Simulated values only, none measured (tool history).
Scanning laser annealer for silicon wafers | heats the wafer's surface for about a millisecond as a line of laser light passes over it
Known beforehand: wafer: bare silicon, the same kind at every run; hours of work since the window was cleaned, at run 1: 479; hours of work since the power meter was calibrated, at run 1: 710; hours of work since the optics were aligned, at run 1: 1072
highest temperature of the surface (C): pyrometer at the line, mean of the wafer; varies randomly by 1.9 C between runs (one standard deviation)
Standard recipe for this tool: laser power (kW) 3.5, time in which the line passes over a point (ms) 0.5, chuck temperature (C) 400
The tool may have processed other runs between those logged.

run     day  laser power (kW)  time in which the line passes over a point (ms)  chuck temperature (C)  hours of work since the window was cleaned  hours of work since the power meter was calibrated  hours of work since the optics were aligned  highest temperature of the surface (C)
  1       0               3.5                                              0.5                    400                                         479                                                 710                                         1072                                    1199
  2   0.779               3.5                                              0.5                    400                                         491                                                 723                                         1085                                    1197
  3   1.308               3.5                                            0.473                    400                                         500                                                 731                                         1093                                    1175
  4   2.312               3.5                                            0.473                    400                                         515                                                 747                                         1109                                    1174
  5   3.238               3.5                                            0.473                    400                                         530                                                 762                                         1124                                    1172
  6   4.338               3.5                                            0.473                    400                                         548                                                 779                                         1141                                    1170
  7   5.292               3.5                                              0.5                    400                                         563                                                 794                                         1157                                    1196
  8   5.775               3.5                                              0.5                    400                                         571                                                 802                                         1164                                    1198
  9   6.429               3.5                                              0.5                    400                                         581                                                 813                                         1175                                    1194
 10   7.346               3.5                                              0.5                    400                                         596                                                 827                                         1189                                    1195
 11   8.412               3.5                                              0.5                    400                                         613                                                 844                                         1206                                    1194
 12   9.496               3.5                                              0.5                    400                                         630                                                 861                                         1223                                    1188
 13  10.112               3.5                                              0.5                    400                                         640                                                 871                                         1233                                    1188
 14  10.708               3.5                                              0.5                    400                                         649                                                 881                                         1243                                    1194
 15  11.192               3.5                                              0.5                    400                                         657                                                 888                                         1250                                    1190
     11.792  -- optics aligned, line set to its width
 16  11.975               3.5                                            0.526                    400                                         666                                                 898                                            3                                    1234
 17  12.821               3.5                                            0.526                    400                                         679                                                 911                                           16                                    1230
 18  13.396               3.5                                            0.526                    400                                         689                                                 920                                           25                                    1232
 19  14.146             3.605                                              0.5                    400                                         701                                                 932                                           37                                    1241
 20  14.633             3.605                                              0.5                    400                                         708                                                 940                                           45                                    1238
 21  15.438               3.5                                              0.5                    433                                         721                                                 953                                           58                                    1241
 22  16.075               3.5                                              0.5                    433                                         731                                                 963                                           68                                    1239
 23  17.154               3.5                                            0.519                    380                                         748                                                 980                                           85                                    1201
 24  18.133             2.977                                            0.381                    411                                         764                                                 996                                          101                                     969
     18.658  -- window over the wafer cleaned
 25  19.292             3.019                                              0.5                    392                                          10                                                1013                                          118                                    1088
 26  19.804             3.122                                            0.381                    406                                          18                                                1021                                          126                                    1023
 27  20.446             3.316                                            0.466                    406                                          28                                                1031                                          136                                    1158
 28   21.55             3.584                                            0.503                    400                                          46                                                1049                                          154                                    1271
 29  22.358             3.653                                              0.5                    400                                          59                                                1061                                          167                                    1286
 30  22.988             3.808                                              0.5                    412                                          69                                                1072                                          177                                    1346
 31  23.696             3.046                                            0.585                    400                                          80                                                1083                                          188                                    1162
 32  24.412             3.519                                            0.538                    400                                          92                                                1094                                          200                                    1276
 33  25.238             3.519                                            0.538                    400                                         105                                                1107                                          213                                    1277
 34  26.292             3.254                                            0.475                    388                                         121                                                1124                                          229                                    1126
 35  26.946             3.471                                             0.56                    434                                         132                                                1135                                          240                                    1315
 36  27.812             3.712                                            0.444                    395                                         146                                                1148                                          254                                    1228
 37  28.279               3.5                                            0.539                    397                                         153                                                1156                                          261                                    1263
 38  29.317               3.5                                            0.539                    397                                         170                                                1172                                          278                                    1268
 39  30.442               3.5                                            0.408                    371                                         188                                                1190                                          295                                    1104
 40  31.475             3.426                                             0.53                    406                                         204                                                1207                                          312                                    1239

Predict each of these 3 candidate next runs independently; none follows another, all start after run 40:
  A  32.333              3.46                                            0.593                    362                                         218                                                1220                                          326                                       ?
  B  32.333             3.117                                             0.53                    414                                         218                                                1220                                          326                                       ?
  C  32.333             3.172                                            0.603                    406                                         218                                                1220                                          326                                       ?

run  highest temperature of the surface (C)
  A                                    1262
  B                                    1148
  C                                    1220
Without the tool's hidden state the same runs would have given:
run  highest temperature of the surface (C)
  A                                    1272
  B                                    1156
  C                                    1229
